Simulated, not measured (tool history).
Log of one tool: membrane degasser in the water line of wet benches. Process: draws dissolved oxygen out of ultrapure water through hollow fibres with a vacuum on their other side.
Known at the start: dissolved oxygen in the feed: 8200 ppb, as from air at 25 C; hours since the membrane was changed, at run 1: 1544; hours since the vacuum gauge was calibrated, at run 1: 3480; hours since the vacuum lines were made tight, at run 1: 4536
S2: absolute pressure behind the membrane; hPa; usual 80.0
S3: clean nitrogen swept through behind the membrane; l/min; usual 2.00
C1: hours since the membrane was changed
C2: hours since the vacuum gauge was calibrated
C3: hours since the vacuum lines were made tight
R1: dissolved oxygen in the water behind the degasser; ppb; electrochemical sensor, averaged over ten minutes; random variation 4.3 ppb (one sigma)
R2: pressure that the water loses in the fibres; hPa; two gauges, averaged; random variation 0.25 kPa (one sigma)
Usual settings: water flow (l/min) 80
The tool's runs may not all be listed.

Run 1, hour 0.0: usual settings; C1 1544; C2 3480; C3 4536. Result: R1 446.9 ppb, R2 676.4 hPa.
Run 2, hour 54.5: usual settings; C1 1599; C2 3534; C3 4590. Result: R1 457.4 ppb, R2 679.8 hPa.
Run 3, hour 115.4: usual settings; C1 1660; C2 3595; C3 4651. Result: R1 459.0 ppb, R2 673.9 hPa.
Run 4, hour 227.7: usual settings but water flow (l/min) 115; C1 1772; C2 3707; C3 4763. Result: R1 647.9 ppb, R2 974.7 hPa.
Run 5, hour 293.0: usual settings; C1 1837; C2 3773; C3 4828. Result: R1 458.2 ppb, R2 680.6 hPa.
Run 6, hour 391.1: usual settings; C1 1935; C2 3871; C3 4927. Result: R1 455.2 ppb, R2 682.7 hPa.
Run 7, hour 459.6: usual settings but water flow (l/min) 68; C1 2004; C2 3939; C3 4995. Result: R1 378.9 ppb, R2 580.7 hPa.
Run 8, hour 577.8: usual settings but water flow (l/min) 68; C1 2122; C2 4058; C3 5113. Result: R1 382.8 ppb, R2 575.0 hPa.
Run 9, hour 658.7: usual settings but water flow (l/min) 68; C1 2203; C2 4138; C3 5194. Result: R1 384.0 ppb, R2 581.3 hPa.
Run 10, hour 778.1: usual settings but water flow (l/min) 68; C1 2322; C2 4258; C3 5314. Result: R1 382.9 ppb, R2 580.0 hPa.
Run 11, hour 856.1: usual settings but water flow (l/min) 64; C1 2400; C2 4336; C3 5392. Result: R1 365.8 ppb, R2 545.5 hPa.
Run 12, hour 981.8: usual settings but water flow (l/min) 64; C1 2526; C2 4462; C3 5517. Result: R1 362.4 ppb, R2 549.1 hPa.
Run 13, hour 1053.5: usual settings but water flow (l/min) 64; C1 2598; C2 4533; C3 5589. Result: R1 367.0 ppb, R2 547.1 hPa.
Run 14, hour 1123.0: usual settings but S3 1.04 l/min; C1 2667; C2 4603; C3 5658. Result: R1 679.3 ppb, R2 680.8 hPa.
At hour 1200.6: seals of the vacuum lines changed.
Run 15, hour 1222.8: usual settings; C1 2765; C2 4701; C3 22. Result: R1 456.1 ppb, R2 684.9 hPa.
Run 16, hour 1337.5: usual settings; C1 2880; C2 4815; C3 137. Result: R1 458.3 ppb, R2 679.1 hPa.
Run 17, hour 1451.4: usual settings but water flow (l/min) 57, S2 69.5 hPa, S3 4.98 l/min; C1 2994; C2 4929; C3 251. Result: R1 131.9 ppb, R2 483.8 hPa.
Run 18, hour 1573.1: usual settings but S2 149.0 hPa, S3 3.01 l/min; C1 3115; C2 5051; C3 372. Result: R1 689.4 ppb, R2 681.2 hPa.
Run 19, hour 1654.2: usual settings but S2 149.0 hPa, S3 3.01 l/min; C1 3196; C2 5132; C3 454. Result: R1 698.7 ppb, R2 684.4 hPa.
Run 20, hour 1785.0: usual settings but S2 149.0 hPa, S3 3.01 l/min; C1 3327; C2 5263; C3 584. Result: R1 699.0 ppb, R2 687.4 hPa.
Run 21, hour 1865.0: usual settings but S2 149.0 hPa, S3 3.01 l/min; C1 3407; C2 5343; C3 664. Result: R1 698.6 ppb, R2 684.4 hPa.
Run 22, hour 1961.5: usual settings but S2 149.0 hPa, S3 3.01 l/min; C1 3504; C2 5439; C3 761. Result: R1 701.3 ppb, R2 678.9 hPa.
Run 23, hour 2088.8: usual settings but water flow (l/min) 78, S2 60.5 hPa, S3 2.58 l/min; C1 3631; C2 5567; C3 888. Result: R1 265.2 ppb, R2 669.2 hPa.
Run 24, hour 2164.2: usual settings but water flow (l/min) 78, S2 60.5 hPa, S3 2.58 l/min; C1 3706; C2 5642; C3 964. Result: R1 264.9 ppb, R2 667.1 hPa.
Run 25, hour 2254.1: usual settings but water flow (l/min) 63, S2 48.6 hPa, S3 1.40 l/min; C1 3796; C2 5732; C3 1053. Result: R1 216.9 ppb, R2 538.4 hPa.
Run 26, hour 2315.7: usual settings but water flow (l/min) 63, S2 48.6 hPa, S3 1.24 l/min; C1 3858; C2 5793; C3 1115. Result: R1 235.4 ppb, R2 542.6 hPa.
Run 27, hour 2427.4: usual settings but water flow (l/min) 63, S2 48.6 hPa, S3 1.24 l/min; C1 3970; C2 5905; C3 1227. Result: R1 233.1 ppb, R2 539.3 hPa.
Run 28, hour 2527.4: usual settings but water flow (l/min) 63, S2 48.6 hPa, S3 1.24 l/min; C1 4070; C2 6005; C3 1327. Result: R1 234.0 ppb, R2 537.0 hPa.
Run 29, hour 2618.2: usual settings but water flow (l/min) 97, S2 101.7 hPa, S3 1.03 l/min; C1 4161; C2 6096; C3 1418. Result: R1 1114.6 ppb, R2 827.9 hPa.
Run 30, hour 2738.5: usual settings but water flow (l/min) 49, S2 61.6 hPa, S3 4.67 l/min; C1 4281; C2 6216; C3 1538. Result: R1 98.9 ppb, R2 419.9 hPa.
At hour 2794.1: vacuum gauge calibrated.
Run 31, hour 2829.5: usual settings but S2 69.6 hPa, S3 1.30 l/min; C1 4371; C2 35; C3 1628. Result: R1 469.2 ppb, R2 686.9 hPa.

How the hidden state differs across the entries between the runs, from the last listed run before each to the first after it:
Between runs 14 and 15: seals of the vacuum lines changed (hour 1200.6)
  air that leaks in behind the membrane, l/min: 0.0193 -> 0.0017
  measured less the result without the state, R1: +39.7 -> +28.4 ppb; R2: +6.1 -> +6.3 hPa
Between runs 30 and 31: vacuum gauge calibrated (hour 2794.1)
  true pressure behind the membrane over the reading, kPa: 0.45 -> 0.01; air that leaks in behind the membrane, l/min: 0.0061 -> 0.0064
  measured less the result without the state, R1: +12.5 -> +5.6 ppb; R2: +6.2 -> +10.3 hPa

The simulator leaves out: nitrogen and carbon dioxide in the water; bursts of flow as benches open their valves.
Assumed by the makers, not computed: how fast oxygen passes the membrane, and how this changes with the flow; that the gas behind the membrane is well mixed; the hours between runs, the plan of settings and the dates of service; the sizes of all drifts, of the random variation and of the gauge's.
